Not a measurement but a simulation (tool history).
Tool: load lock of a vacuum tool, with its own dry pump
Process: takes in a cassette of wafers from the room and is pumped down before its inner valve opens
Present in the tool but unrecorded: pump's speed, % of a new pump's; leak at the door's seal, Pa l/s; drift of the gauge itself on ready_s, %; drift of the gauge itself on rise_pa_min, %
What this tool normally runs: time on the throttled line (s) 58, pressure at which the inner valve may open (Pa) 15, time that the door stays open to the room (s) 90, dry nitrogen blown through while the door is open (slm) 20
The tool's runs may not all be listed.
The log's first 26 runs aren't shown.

run     hour  time on the throttled line (s)  pressure at which the inner valve may open (Pa)  time that the door stays open to the room (s)  dry nitrogen blown through while the door is open (slm)  hours that the pump has run since its overhaul  times that the door has closed on its seal  incoming humidity of the room's air, %  time from the closed door until the inner valve may open (s)  rise of the pressure with all valves shut (Pa/min)
 27  13243.3                              58                                               19                                             40                                                       23                                            6598                                        5002                                    47.2                                                          90.5                                               0.059
 28  13790.6                              58                                               19                                             40                                                       23                                            7145                                        6946                                    43.4                                                          91.0                                               0.075
 29  14239.4                              58                                               15                                             90                                                        4                                            7594                                        8540                                    46.3                                                          91.3                                               0.147
 30  14849.3                              58                                               15                                            102                                                        4                                            8204                                       10707                                    43.5                                                          91.2                                               0.185
 31  15399.7                              94                                               25                                            117                                                        8                                            8754                                       12662                                    41.8                                                         121.3                                               0.202
 32  15978.6                              32                                               15                                             28                                                       20                                            9333                                       14718                                    41.8                                                          69.7                                               0.170
 33  16639.2                              89                                               12                                             28                                                        7                                            9994                                       17064                                    47.6                                                         121.3                                               0.230
 34  17139.5                              56                                               15                                             90                                                       20                                           10494                                       18842                                    44.6                                                          91.5                                               0.268
 35  17477.3                              56                                               15                                             90                                                       20                                           10832                                       20042                                    47.7                                                          91.6                                               0.300
 36  17791.1                              90                                               11                                             90                                                       13                                           11145                                       21156                                    41.2                                                         123.0                                               0.327

Forecast each of these 5 alternatives for the next run:
  A  18362.8                              58                                               15                                             90                                                       17                                           11717                                       23187                                    47.7                                                             ?                                                   ?
  B  18362.8                             115                                               11                                             53                                                        9                                           11717                                       23187                                    47.2                                                             ?                                                   ?
  C  18362.8                              58                                               11                                             90                                                       20                                           11717                                       23187                                    44.9                                                             ?                                                   ?
  D  18362.8                              79                                               17                                             90                                                       13                                           11717                                       23187                                    43.9                                                             ?                                                   ?
  E  18362.8                              85                                               16                                             56                                                       20                                           11717                                       23187                                    43.8                                                             ?                                                   ?

run  time from the closed door until the inner valve may open (s)  rise of the pressure with all valves shut (Pa/min)
  A                                                          94.4                                               0.378
  B                                                         144.0                                               0.371
  C                                                          94.0                                               0.366
  D                                                         112.2                                               0.377
  E                                                         115.5                                               0.361
Take away the tool's hidden state, keep each run's random variation, and the runs would have read:
run  time from the closed door until the inner valve may open (s)  rise of the pressure with all valves shut (Pa/min)
  A                                                          90.1                                               0.048
  B                                                         140.4                                               0.043
  C                                                          89.6                                               0.039
  D                                                         108.3                                               0.052
  E                                                         111.6                                               0.031
